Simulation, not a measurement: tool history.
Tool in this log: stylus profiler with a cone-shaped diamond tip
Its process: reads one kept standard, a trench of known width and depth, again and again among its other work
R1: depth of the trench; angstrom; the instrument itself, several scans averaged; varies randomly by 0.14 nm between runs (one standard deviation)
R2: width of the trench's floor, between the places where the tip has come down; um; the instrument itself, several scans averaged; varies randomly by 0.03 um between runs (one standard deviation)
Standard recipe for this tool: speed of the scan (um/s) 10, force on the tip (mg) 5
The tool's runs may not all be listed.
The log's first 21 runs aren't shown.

Run 22, hour 1567.7: usual settings but speed of the scan (um/s) 8, force on the tip (mg) 10.62. Result: R1 5231.9 angstrom, R2 45.74 um.
Run 23, hour 1624.6: usual settings but speed of the scan (um/s) 8, force on the tip (mg) 11.51. Result: R1 5242.6 angstrom, R2 45.67 um.
Run 24, hour 1675.7: usual settings but speed of the scan (um/s) 8, force on the tip (mg) 11.51. Result: R1 5243.7 angstrom, R2 45.51 um.
Run 25, hour 1720.9: usual settings but speed of the scan (um/s) 3, force on the tip (mg) 1.99. Result: R1 5078.5 angstrom, R2 45.43 um.
Run 26, hour 1795.5: usual settings but speed of the scan (um/s) 12, force on the tip (mg) 2.16. Result: R1 5083.9 angstrom, R2 45.28 um.
Run 27, hour 1859.9: usual settings but force on the tip (mg) 12.38. Result: R1 5256.9 angstrom, R2 45.25 um.
Run 28, hour 1951: usual settings but speed of the scan (um/s) 7, force on the tip (mg) 3.15. Result: R1 5110.6 angstrom, R2 45.08 um.
Run 29, hour 2034.4: usual settings but speed of the scan (um/s) 7, force on the tip (mg) 3.15. Result: R1 5108.8 angstrom, R2 44.94 um.
Run 30, hour 2087.1: usual settings but speed of the scan (um/s) 13, force on the tip (mg) 7.68. Result: R1 5192.8 angstrom, R2 44.89 um.
Run 31, hour 2157.8: usual settings but speed of the scan (um/s) 13, force on the tip (mg) 7.68. Result: R1 5197 angstrom, R2 44.76 um.
Run 32, hour 2230.6: usual settings but speed of the scan (um/s) 16, force on the tip (mg) 4.45. Result: R1 5140.7 angstrom, R2 44.64 um.
At hour 2271.3: new tip fitted, height scale calibrated.
Run 33, hour 2338.3: usual settings but speed of the scan (um/s) 16, force on the tip (mg) 4.45. Result: R1 5127.2 angstrom, R2 46.67 um.
Run 34, hour 2416.5: usual settings but speed of the scan (um/s) 3, force on the tip (mg) 1.94. Result: R1 5076.1 angstrom, R2 46.56 um.
Run 35, hour 2478.6: usual settings but speed of the scan (um/s) 5, force on the tip (mg) 12.31. Result: R1 5255.6 angstrom, R2 46.44 um.
Run 36, hour 2575.4: usual settings but speed of the scan (um/s) 4, force on the tip (mg) 2.9. Result: R1 5101.8 angstrom, R2 46.25 um.
Run 37, hour 2662.4: usual settings but speed of the scan (um/s) 7. Result: R1 5144 angstrom, R2 46.06 um.
Run 38, hour 2740: usual settings but speed of the scan (um/s) 7, force on the tip (mg) 13.53. Result: R1 5273.8 angstrom, R2 45.91 um.
Run 39, hour 2815.4: usual settings but speed of the scan (um/s) 22, force on the tip (mg) 4.21. Result: R1 5131.3 angstrom, R2 45.73 um.

Each row is a separate what-if for the run after 39, all from the same tool condition, not one after another. Results?
Run A, hour 2892.2: usual settings but speed of the scan (um/s) 22, force on the tip (mg) 1.83. Result: R1 ?, R2 ?.
Run B, hour 2892.2: usual settings but speed of the scan (um/s) 22, force on the tip (mg) 9.99. Result: R1 ?, R2 ?.
Run C, hour 2892.2: usual settings but speed of the scan (um/s) 12, force on the tip (mg) 6.42. Result: R1 ?, R2 ?.
Run D, hour 2892.2: usual settings but speed of the scan (um/s) 18. Result: R1 ?, R2 ?.

run      R1     R2
  A  5080.6  45.66
  B  5229.2  45.66
  C    5169  45.73
  D  5147.4  45.63
Without the tool's unlogged condition, the same runs would have read:
run      R1     R2
  A  5071.2  46.94
  B  5219.5  46.94
  C  5159.5  47.01
  D  5137.9  46.91

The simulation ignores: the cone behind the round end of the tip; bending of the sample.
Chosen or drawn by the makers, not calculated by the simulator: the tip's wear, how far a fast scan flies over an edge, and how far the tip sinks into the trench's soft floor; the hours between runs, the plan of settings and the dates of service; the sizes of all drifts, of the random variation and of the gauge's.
